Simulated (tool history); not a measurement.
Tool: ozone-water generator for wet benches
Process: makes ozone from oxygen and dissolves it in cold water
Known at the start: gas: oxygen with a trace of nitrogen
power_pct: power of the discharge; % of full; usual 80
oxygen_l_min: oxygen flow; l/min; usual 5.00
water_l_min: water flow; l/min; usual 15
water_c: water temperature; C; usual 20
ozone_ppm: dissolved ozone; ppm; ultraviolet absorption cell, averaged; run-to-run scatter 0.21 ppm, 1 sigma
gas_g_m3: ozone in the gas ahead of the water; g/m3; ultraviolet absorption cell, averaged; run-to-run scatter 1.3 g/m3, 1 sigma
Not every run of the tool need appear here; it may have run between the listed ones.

Run 1, hour 0.0: usual settings. Result: ozone_ppm 29.7 ppm, gas_g_m3 240.0 g/m3.
Run 2, hour 86.2: usual settings. Result: ozone_ppm 29.5 ppm, gas_g_m3 240.1 g/m3.
Run 3, hour 164.9: usual settings. Result: ozone_ppm 29.9 ppm, gas_g_m3 239.5 g/m3.
Run 4, hour 217.8: usual settings. Result: ozone_ppm 29.4 ppm, gas_g_m3 238.4 g/m3.
Run 5, hour 324.8: usual settings. Result: ozone_ppm 29.0 ppm, gas_g_m3 240.8 g/m3.
Run 6, hour 367.8: usual settings. Result: ozone_ppm 29.6 ppm, gas_g_m3 238.8 g/m3.
Run 7, hour 475.0: usual settings but oxygen_l_min 2.55 l/min. Result: ozone_ppm 27.8 ppm, gas_g_m3 330.2 g/m3.
Run 8, hour 524.8: usual settings but oxygen_l_min 2.55 l/min. Result: ozone_ppm 28.1 ppm, gas_g_m3 329.7 g/m3.
Run 9, hour 628.8: usual settings but water_c 21 C. Result: ozone_ppm 28.6 ppm, gas_g_m3 235.7 g/m3.
Run 10, hour 715.0: usual settings but power_pct 65 % of full, water_c 21 C. Result: ozone_ppm 24.8 ppm, gas_g_m3 205.7 g/m3.
Run 11, hour 798.8: usual settings but power_pct 65 % of full, water_c 21 C. Result: ozone_ppm 24.3 ppm, gas_g_m3 204.9 g/m3.
Run 12, hour 865.7: usual settings but power_pct 65 % of full, water_c 15 C. Result: ozone_ppm 27.3 ppm, gas_g_m3 204.8 g/m3.
Run 13, hour 967.1: usual settings but power_pct 56 % of full, water_c 15 C. Result: ozone_ppm 24.6 ppm, gas_g_m3 186.4 g/m3.
At hour 1018.4: water thermometer calibrated.
Run 14, hour 1061.6: usual settings but power_pct 56 % of full, water_c 15 C. Result: ozone_ppm 24.5 ppm, gas_g_m3 186.3 g/m3.
Run 15, hour 1132.2: usual settings but power_pct 56 % of full, water_c 16 C. Result: ozone_ppm 24.2 ppm, gas_g_m3 184.7 g/m3.
Run 16, hour 1185.5: usual settings but power_pct 56 % of full, water_c 16 C. Result: ozone_ppm 24.1 ppm, gas_g_m3 185.5 g/m3.
Run 17, hour 1267.4: usual settings but power_pct 56 % of full, water_c 16 C. Result: ozone_ppm 24.0 ppm, gas_g_m3 183.8 g/m3.
Run 18, hour 1316.4: usual settings but power_pct 56 % of full, water_c 16 C. Result: ozone_ppm 24.0 ppm, gas_g_m3 184.4 g/m3.

The next listed run, before its measurement:
Run 19, hour 1398.1: usual settings but power_pct 56 % of full, water_c 16 C. Result: ozone_ppm ?, gas_g_m3 ?.

Run 19 yielded ozone_ppm 23.7 ppm, gas_g_m3 182.9 g/m3.
Minus the tool's unlogged condition, the same run would have read ozone_ppm 25.5 ppm, gas_g_m3 192.1 g/m3.
